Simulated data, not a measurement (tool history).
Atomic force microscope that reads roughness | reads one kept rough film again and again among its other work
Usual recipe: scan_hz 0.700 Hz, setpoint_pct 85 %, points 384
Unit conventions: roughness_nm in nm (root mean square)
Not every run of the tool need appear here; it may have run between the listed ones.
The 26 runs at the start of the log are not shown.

run   hour  scan_hz  setpoint_pct  points  pictures with this tip  hours of work since the height scale was calibrated  roughness_nm
 27  225.4    0.564            85     384                     143                                                  170         0.537
 28  231.5    1.114            62     829                     155                                                  174         0.555
 29  236.9    1.114            62     829                     166                                                  177         0.556
 30  248.9    0.700            82     384                     189                                                  185         0.535
     251.3  -- new tip fitted
 31  255.3    1.147            77     384                       8                                                  188         0.532
 32  267.4    0.753            60     369                      31                                                  196         0.571
 33  276.9    0.700            60     384                      50                                                  202         0.569
 34  284.7    0.700            60     439                      65                                                  207         0.568
 35  297.4    1.988            90     384                      90                                                  215         0.443
 36  303.4    0.538            58     390                     102                                                  219         0.570
 37  313.7    0.538            58     390                     122                                                  225         0.569
 38  321.2    2.033            67     940                     137                                                  230         0.528
 39  332.7    2.033            82     653                     160                                                  237         0.477

Predict the results of run 40:
 40  342.3    2.033            82     653                     178                                                  243             ?

Run 40 came out at roughness_nm 0.477 nm (root mean square).
Take away the tool's hidden state, keep the run-to-run variation as it was, and the same run would have given roughness_nm 0.481 nm (root mean square).

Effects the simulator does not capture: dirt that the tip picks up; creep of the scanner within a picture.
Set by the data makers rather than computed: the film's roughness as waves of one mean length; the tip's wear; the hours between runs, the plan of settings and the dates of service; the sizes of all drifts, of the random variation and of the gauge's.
